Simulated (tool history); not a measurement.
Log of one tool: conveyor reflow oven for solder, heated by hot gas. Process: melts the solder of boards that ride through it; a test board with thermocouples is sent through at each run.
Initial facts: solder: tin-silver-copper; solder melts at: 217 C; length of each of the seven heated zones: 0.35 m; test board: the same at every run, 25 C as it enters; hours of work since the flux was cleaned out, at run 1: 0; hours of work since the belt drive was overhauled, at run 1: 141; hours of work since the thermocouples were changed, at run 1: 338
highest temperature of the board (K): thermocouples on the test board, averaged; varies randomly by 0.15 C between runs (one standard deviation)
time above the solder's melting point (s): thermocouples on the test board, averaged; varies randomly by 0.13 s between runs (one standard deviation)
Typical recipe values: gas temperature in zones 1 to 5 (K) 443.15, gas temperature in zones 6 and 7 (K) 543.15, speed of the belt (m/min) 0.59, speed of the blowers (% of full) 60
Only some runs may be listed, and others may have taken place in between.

run	day	gas temperature in zones 1 to 5 (K)	gas temperature in zones 6 and 7 (K)	speed of the belt (m/min)	speed of the blowers (% of full)	hours of work since the flux was cleaned out	hours of work since the belt drive was overhauled	hours of work since the thermocouples were changed	highest temperature of the board (K)	time above the solder's melting point (s)
1	0	443.15	543.15	0.59	60	0	141	338	528.85	54.8
2	2.446	443.15	543.15	0.59	60	39	180	377	528.95	54.8
3	3.542	443.15	543.15	0.59	80	57	198	395	533.05	57.9
4	4.738	443.15	543.15	0.59	80	76	217	414	533.05	58.2
5	6.279	443.15	543.15	0.59	60	101	241	439	529.15	54.9
6	7.888	443.15	544.15	0.59	60	127	267	465	529.95	55.7
7	10.104	443.15	543.15	0.59	60	162	303	500	529.05	55
8	12.204	443.15	543.15	0.583	60	196	337	534	529.45	56
9	14.246	443.15	543.15	0.583	60	229	369	567	529.35	55.9
10	15.704	443.15	543.15	0.597	60	252	393	590	528.85	54.2
11	17.742	443.15	543.15	0.597	60	285	426	623	528.65	54.2
12	19.042	443.15	543.15	0.597	60	306	446	644	528.45	54.3
13	20.092	443.15	543.15	0.59	89	323	463	661	534.55	59.2
14	21.408	444.15	543.15	0.59	60	344	484	682	529.55	55.6
15	23.029	444.15	543.15	0.59	60	370	510	708	529.25	55.8
# day 23.454: flux residue cleaned out of gas plates and filters
16	24.638	447.15	550.15	0.69	66	19	533	730	533.45	50
17	25.808	429.15	557.15	0.59	60	38	552	749	540.95	57.9
18	27.354	449.15	543.15	0.491	60	63	577	774	536.05	74.7
19	29.733	434.15	543.15	0.599	60	101	615	812	528.55	51.4
20	30.762	443.15	558.15	0.59	77	117	631	829	548.05	65.1
21	31.754	443.15	552.15	0.599	64	133	647	845	539.05	60.5
# day 32.025: belt drive overhauled, speed set with a stopwatch
22	34.35	450.15	543.15	0.483	73	172	37	884	538.55	78.7
23	35.921	450.15	543.15	0.686	60	198	63	909	526.55	47.2
24	37.962	441.15	543.15	0.686	58	230	95	942	523.95	43.5
25	39.65	441.15	543.15	0.686	58	257	122	969	524.15	43.3
# day 41.304: belt drive overhauled, speed set with a stopwatch, once more
26	41.396	428.15	543.15	0.59	56	283	1	994	525.85	48.1
# day 42.725: thermocouples of zones 6 and 7 changed
27	43.004	428.15	543.15	0.495	56	307	26	4	529.75	61.6
28	45.004	436.15	543.15	0.59	60	339	58	37	526.15	50.5
29	46.783	436.15	543.15	0.59	60	368	87	65	525.95	50.5
# day 47.225: flux residue cleaned out of gas plates and filters
30	48.688	454.15	543.15	0.59	60	23	114	92	529.85	59.1

Measured minus without-hidden-state, run by run (identical run-to-run variation in each term; gauge scatter may differ):
The tool's hidden condition here consists of: heat that the gas passes to the board, % of a clean oven's; belt's true speed, % of the reading; true gas temperature in zones 6 and 7 over the reading, C; drift of the gauge itself on peak_c, C; drift of the gauge itself on liquid_s, %.
run	highest temperature of the board (K)	time above the solder's melting point (s)
1	+1	+0.7
2	+1	+0.8
3	+1	+0.7
4	+1	+0.8
5	+1	+1
6	+1.1	+1
7	+1.1	+1
8	+1.1	+1.1
9	+1.2	+1.1
10	+1.2	+1.1
11	+1.2	+1.1
12	+1.2	+1.2
13	+1.1	+1
14	+1.2	+1.2
15	+1.3	+1.4
16	+2.2	+1.8
17	+2.3	+2
18	+2.3	+2.3
19	+2.3	+2.3
20	+2.2	+1.9
21	+2.3	+2.1
22	+2.5	+2.7
23	+2.4	+2.3
24	+2.4	+2.5
25	+2.4	+2.4
26	+1.7	+1.1
27	-0.6	-0.6
28	-0.9	-0.7
29	-0.8	-0.6
30	+0.4	+0.4
